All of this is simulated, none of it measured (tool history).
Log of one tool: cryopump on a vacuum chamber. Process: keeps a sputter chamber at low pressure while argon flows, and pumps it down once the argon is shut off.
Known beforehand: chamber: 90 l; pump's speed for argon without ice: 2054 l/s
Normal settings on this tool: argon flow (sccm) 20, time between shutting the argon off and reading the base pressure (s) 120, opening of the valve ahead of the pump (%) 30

run	hour	argon flow (sccm)	time between shutting the argon off and reading the base pressure (s)	opening of the valve ahead of the pump (%)	pressure while argon flows (Pa)	pressure after the wait (uPa)
1	0.0	20	120	30	0.0554	1.68
2	50.9	20	76	30	0.0560	2.08
3	90.8	20	76	30	0.0565	2.03
4	159.6	20	76	30	0.0560	2.09
5	209.5	20	27	30	0.0569	3.68
6	259.5	20	120	30	0.0561	1.83

For run 7, what comes out?
7	330.0	10	22	42	?	?

{"run 7": {"pressure while argon flows (Pa)": 0.0205, "pressure after the wait (uPa)": 4.3}}
Minus the tool's unlogged condition, the same run would have read pressure while argon flows (Pa) 0.0195, pressure after the wait (uPa) 3.12.
